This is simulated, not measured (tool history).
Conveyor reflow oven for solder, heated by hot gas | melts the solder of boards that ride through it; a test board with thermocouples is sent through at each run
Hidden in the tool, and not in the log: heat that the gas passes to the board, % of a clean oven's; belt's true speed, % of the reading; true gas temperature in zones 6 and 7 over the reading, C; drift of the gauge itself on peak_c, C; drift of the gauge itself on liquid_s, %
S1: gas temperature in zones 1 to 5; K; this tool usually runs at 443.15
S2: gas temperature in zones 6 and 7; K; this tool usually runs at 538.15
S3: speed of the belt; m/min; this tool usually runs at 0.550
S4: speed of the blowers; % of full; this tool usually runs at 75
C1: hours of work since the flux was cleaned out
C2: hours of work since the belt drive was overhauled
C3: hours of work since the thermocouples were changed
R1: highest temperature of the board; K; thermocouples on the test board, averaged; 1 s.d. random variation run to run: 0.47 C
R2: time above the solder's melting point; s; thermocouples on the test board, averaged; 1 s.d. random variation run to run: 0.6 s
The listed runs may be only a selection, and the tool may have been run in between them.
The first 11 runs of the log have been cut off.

| run | day | S1 | S2 | S3 | S4 | C1 | C2 | C3 | R1 | R2 |
|---|---|---|---|---|---|---|---|---|---|---|
|  | 31.333 | flux residue cleaned out of gas plates and filters |
| 12 | 32.700 | 443.15 | 538.15 | 0.550 | 69 | 20 | 1106 | 1029 | 518.35 | 51.8 |
| 13 | 35.675 | 443.15 | 538.15 | 0.550 | 69 | 62 | 1148 | 1072 | 519.05 | 52.0 |
| 14 | 37.475 | 442.15 | 538.15 | 0.550 | 75 | 88 | 1174 | 1098 | 519.25 | 52.6 |
| 15 | 39.092 | 442.15 | 538.15 | 0.550 | 75 | 111 | 1197 | 1121 | 519.65 | 52.5 |
| 16 | 42.167 | 442.15 | 538.15 | 0.550 | 75 | 155 | 1242 | 1165 | 519.15 | 52.6 |
|  | 43.412 | belt drive overhauled, speed set with a stopwatch |
| 17 | 44.938 | 442.15 | 538.15 | 0.550 | 75 | 193 | 22 | 1202 | 517.15 | 48.6 |
|  | 45.383 | flux residue cleaned out of gas plates and filters |
| 18 | 47.108 | 442.15 | 538.15 | 0.597 | 53 | 25 | 50 | 1231 | 509.55 | 35.8 |
| 19 | 50.996 | 442.15 | 538.15 | 0.597 | 53 | 80 | 106 | 1286 | 510.65 | 35.4 |
|  | 53.454 | thermocouples of zones 6 and 7 changed |
| 20 | 53.917 | 442.15 | 538.15 | 0.597 | 53 | 121 | 146 | 7 | 513.35 | 39.4 |
| 21 | 57.554 | 442.15 | 538.15 | 0.597 | 53 | 173 | 199 | 59 | 512.65 | 38.9 |
|  | 59.392 | flux residue cleaned out of gas plates and filters |
| 22 | 60.179 | 442.15 | 538.15 | 0.597 | 53 | 11 | 233 | 93 | 514.15 | 40.1 |
| 23 | 61.838 | 432.15 | 531.15 | 0.583 | 75 | 35 | 257 | 117 | 513.75 | 39.2 |
| 24 | 65.742 | 431.15 | 545.15 | 0.540 | 75 | 91 | 313 | 173 | 527.55 | 54.3 |
| 25 | 69.396 | 431.15 | 545.15 | 0.540 | 75 | 143 | 365 | 226 | 526.35 | 53.7 |
| 26 | 72.954 | 430.15 | 545.15 | 0.540 | 62 | 194 | 416 | 277 | 522.35 | 49.6 |
|  | 73.325 | flux residue cleaned out of gas plates and filters |
| 27 | 76.067 | 443.15 | 538.15 | 0.562 | 75 | 39 | 458 | 318 | 521.15 | 52.3 |
| 28 | 78.325 | 438.15 | 538.15 | 0.449 | 61 | 72 | 491 | 351 | 523.25 | 66.9 |
| 29 | 80.821 | 435.15 | 538.15 | 0.550 | 75 | 107 | 526 | 386 | 520.45 | 50.5 |
| 30 | 83.304 | 454.15 | 538.15 | 0.550 | 62 | 143 | 562 | 422 | 520.85 | 57.0 |

Alternative continuations, all from the tool just after run 30; predict every row:
| A | 85.988 | 450.15 | 538.15 | 0.593 | 62 | 182 | 600 | 461 | ? | ? |
| B | 85.988 | 439.15 | 532.15 | 0.550 | 57 | 182 | 600 | 461 | ? | ? |
| C | 85.988 | 443.15 | 538.15 | 0.496 | 75 | 182 | 600 | 461 | ? | ? |
| D | 85.988 | 454.15 | 549.15 | 0.459 | 62 | 182 | 600 | 461 | ? | ? |

| run | R1 | R2 |
|---|---|---|
| A | 516.75 | 47.2 |
| B | 510.15 | 40.3 |
| C | 524.05 | 62.7 |
| D | 535.25 | 80.4 |
With no hidden state in the tool, these same runs would have given:
| run | R1 | R2 |
|---|---|---|
| A | 518.85 | 48.7 |
| B | 512.25 | 42.3 |
| C | 526.25 | 63.9 |
| D | 537.35 | 80.7 |
